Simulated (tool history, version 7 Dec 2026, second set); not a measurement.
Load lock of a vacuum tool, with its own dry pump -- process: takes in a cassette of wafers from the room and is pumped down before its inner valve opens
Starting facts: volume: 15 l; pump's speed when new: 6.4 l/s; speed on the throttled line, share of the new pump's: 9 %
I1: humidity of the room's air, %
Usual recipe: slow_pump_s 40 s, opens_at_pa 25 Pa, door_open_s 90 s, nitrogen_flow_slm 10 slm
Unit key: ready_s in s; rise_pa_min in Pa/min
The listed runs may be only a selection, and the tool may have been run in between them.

{"run": 1, "day": 0.0, "slow_pump_s": 40, "opens_at_pa": 25, "door_open_s": 90, "nitrogen_flow_slm": 10, "I1": 44.3, "ready_s": 58.3, "rise_pa_min": 0.172}
{"run": 2, "day": 16.338, "slow_pump_s": 40, "opens_at_pa": 25, "door_open_s": 90, "nitrogen_flow_slm": 10, "I1": 46.2, "ready_s": 58.7, "rise_pa_min": 0.183}
{"run": 3, "day": 26.021, "slow_pump_s": 40, "opens_at_pa": 38, "door_open_s": 90, "nitrogen_flow_slm": 10, "I1": 44.2, "ready_s": 57.3, "rise_pa_min": 0.174}
{"run": 4, "day": 37.921, "slow_pump_s": 40, "opens_at_pa": 38, "door_open_s": 90, "nitrogen_flow_slm": 10, "I1": 45.2, "ready_s": 57.1, "rise_pa_min": 0.179}
{"run": 5, "day": 49.146, "slow_pump_s": 40, "opens_at_pa": 38, "door_open_s": 90, "nitrogen_flow_slm": 10, "I1": 45.6, "ready_s": 57.4, "rise_pa_min": 0.177}
{"run": 6, "day": 59.617, "slow_pump_s": 40, "opens_at_pa": 25, "door_open_s": 90, "nitrogen_flow_slm": 19, "I1": 45.1, "ready_s": 58.9, "rise_pa_min": 0.16}
{"run": 7, "day": 68.917, "slow_pump_s": 40, "opens_at_pa": 25, "door_open_s": 90, "nitrogen_flow_slm": 19, "I1": 44.3, "ready_s": 58.3, "rise_pa_min": 0.161}
{"run": 8, "day": 89.708, "slow_pump_s": 40, "opens_at_pa": 25, "door_open_s": 151, "nitrogen_flow_slm": 19, "I1": 50.2, "ready_s": 58.8, "rise_pa_min": 0.207}
{"run": 9, "day": 99.375, "slow_pump_s": 40, "opens_at_pa": 25, "door_open_s": 26, "nitrogen_flow_slm": 10, "I1": 47.0, "ready_s": 58.5, "rise_pa_min": 0.132}
{"run": 10, "day": 117.858, "slow_pump_s": 40, "opens_at_pa": 25, "door_open_s": 26, "nitrogen_flow_slm": 10, "I1": 42.4, "ready_s": 59.0, "rise_pa_min": 0.13}
{"run": 11, "day": 134.071, "slow_pump_s": 40, "opens_at_pa": 25, "door_open_s": 26, "nitrogen_flow_slm": 10, "I1": 48.2, "ready_s": 58.7, "rise_pa_min": 0.141}
{"run": 12, "day": 153.338, "slow_pump_s": 40, "opens_at_pa": 25, "door_open_s": 26, "nitrogen_flow_slm": 10, "I1": 42.7, "ready_s": 58.9, "rise_pa_min": 0.137}
{"run": 13, "day": 167.408, "slow_pump_s": 40, "opens_at_pa": 20, "door_open_s": 26, "nitrogen_flow_slm": 10, "I1": 45.3, "ready_s": 59.4, "rise_pa_min": 0.147}
{"run": 14, "day": 176.912, "slow_pump_s": 22, "opens_at_pa": 27, "door_open_s": 26, "nitrogen_flow_slm": 19, "I1": 43.0, "ready_s": 42.5, "rise_pa_min": 0.13}
{"run": 15, "day": 191.104, "slow_pump_s": 22, "opens_at_pa": 42, "door_open_s": 221, "nitrogen_flow_slm": 19, "I1": 45.8, "ready_s": 41.6, "rise_pa_min": 0.232}
{"run": 16, "day": 210.338, "slow_pump_s": 22, "opens_at_pa": 42, "door_open_s": 221, "nitrogen_flow_slm": 19, "I1": 41.4, "ready_s": 42.1, "rise_pa_min": 0.223}
{"run": 17, "day": 230.762, "slow_pump_s": 40, "opens_at_pa": 34, "door_open_s": 34, "nitrogen_flow_slm": 10, "I1": 47.3, "ready_s": 58.5, "rise_pa_min": 0.161}
{"run": 18, "day": 249.35, "slow_pump_s": 40, "opens_at_pa": 38, "door_open_s": 90, "nitrogen_flow_slm": 10, "I1": 44.6, "ready_s": 58.4, "rise_pa_min": 0.208}
{"run": 19, "day": 268.054, "slow_pump_s": 40, "opens_at_pa": 38, "door_open_s": 90, "nitrogen_flow_slm": 10, "I1": 46.1, "ready_s": 57.8, "rise_pa_min": 0.211}
{"run": 20, "day": 281.146, "slow_pump_s": 40, "opens_at_pa": 38, "door_open_s": 90, "nitrogen_flow_slm": 10, "I1": 40.2, "ready_s": 57.9, "rise_pa_min": 0.196}
{"run": 21, "day": 289.879, "slow_pump_s": 40, "opens_at_pa": 24, "door_open_s": 90, "nitrogen_flow_slm": 19, "I1": 45.0, "ready_s": 59.3, "rise_pa_min": 0.189}
{"run": 22, "day": 299.221, "slow_pump_s": 20, "opens_at_pa": 25, "door_open_s": 90, "nitrogen_flow_slm": 4, "I1": 42.2, "ready_s": 41.7, "rise_pa_min": 0.23}
{"run": 23, "day": 317.421, "slow_pump_s": 25, "opens_at_pa": 25, "door_open_s": 90, "nitrogen_flow_slm": 10, "I1": 46.3, "ready_s": 46.5, "rise_pa_min": 0.228}
{"run": 24, "day": 333.188, "slow_pump_s": 25, "opens_at_pa": 25, "door_open_s": 90, "nitrogen_flow_slm": 10, "I1": 46.9, "ready_s": 46.4, "rise_pa_min": 0.223}

Hidden state or all else? Some run-to-run changes of ready_s, split into what the settings, what came in and random variation would give without the hidden state, and what is left for the hidden state (with any gauge scatter that isn't in both results):
Hidden state at play: pump's speed, % of a new pump's; leak at the door's seal, Pa l/s; drift of the gauge itself on ready_s, %; drift of the gauge itself on rise_pa_min, %.
Run 5 -> 6: opens_at_pa 38 -> 25, nitrogen_flow_slm 10 -> 19. ready_s +1.5 s: hidden state +0.3, all else +1.2.
Run 13 -> 14: slow_pump_s 40 -> 22, opens_at_pa 20 -> 27, nitrogen_flow_slm 10 -> 19. ready_s -16.9 s: hidden state +0.3, all else -17.2.
Run 21 -> 22: slow_pump_s 40 -> 20, opens_at_pa 24 -> 25, nitrogen_flow_slm 19 -> 4. ready_s -17.6 s: hidden state +0.5, all else -18.1.

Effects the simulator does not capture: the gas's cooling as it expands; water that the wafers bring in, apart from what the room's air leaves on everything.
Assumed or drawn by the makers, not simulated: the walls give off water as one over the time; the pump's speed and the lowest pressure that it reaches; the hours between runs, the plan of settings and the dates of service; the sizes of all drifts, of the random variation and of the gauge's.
